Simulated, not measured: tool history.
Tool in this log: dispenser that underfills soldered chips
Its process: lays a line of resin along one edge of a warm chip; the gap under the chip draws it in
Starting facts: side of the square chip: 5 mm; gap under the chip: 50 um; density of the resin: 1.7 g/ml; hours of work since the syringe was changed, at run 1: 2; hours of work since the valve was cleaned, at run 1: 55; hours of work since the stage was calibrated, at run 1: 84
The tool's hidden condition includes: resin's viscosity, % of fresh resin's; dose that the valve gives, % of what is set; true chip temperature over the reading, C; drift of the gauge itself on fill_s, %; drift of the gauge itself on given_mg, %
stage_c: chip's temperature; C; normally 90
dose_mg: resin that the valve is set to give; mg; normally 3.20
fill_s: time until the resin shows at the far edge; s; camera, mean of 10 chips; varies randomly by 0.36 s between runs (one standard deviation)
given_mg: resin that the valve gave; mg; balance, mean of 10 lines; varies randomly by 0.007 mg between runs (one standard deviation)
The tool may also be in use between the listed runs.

run,hour,stage_c,dose_mg,hours of work since the syringe was changed,hours of work since the valve was cleaned,hours of work since the stage was calibrated,fill_s,given_mg
1,0.0,90,3.20,2,55,84,22.2,3.120
2,3.9,90,3.20,5,58,86,25.6,3.101
3,7.1,90,3.86,8,60,89,28.9,3.724
# hour 10.3: new syringe of resin
4,10.6,90,3.86,0,63,91,20.0,3.741
5,13.3,90,3.67,2,65,93,21.8,3.551
6,16.8,90,3.67,5,67,96,25.6,3.545
# hour 21.8: dispensing valve cleaned and set on the balance
7,22.2,100,3.20,8,0,99,20.5,3.208
# hour 24.5: new syringe of resin
8,26.7,100,3.35,2,3,102,14.5,3.338
9,31.5,80,2.83,5,7,106,41.6,2.823
10,34.7,105,4.00,8,9,108,15.0,3.981
11,36.7,105,4.00,9,11,110,17.6,3.988
# hour 38.1: new syringe of resin
12,39.7,93,4.00,1,13,112,17.7,3.973
13,42.1,91,3.31,3,15,113,22.1,3.274
14,44.2,90,3.99,5,16,115,24.7,3.947

Forecast each of these 4 alternatives for the next run:
A,48.6,84,3.99,8,19,118,?,?
B,48.6,91,3.20,8,19,118,?,?
C,48.6,80,3.94,8,19,118,?,?
D,48.6,96,3.63,8,19,118,?,?

run,fill_s,given_mg
A,37.2,3.939
B,28.4,3.169
C,45.2,3.889
D,22.5,3.598
Had the tool no hidden state, the same runs would have come out as:
run,fill_s,given_mg
A,24.5,3.982
B,18.7,3.203
C,29.9,3.930
D,14.7,3.636
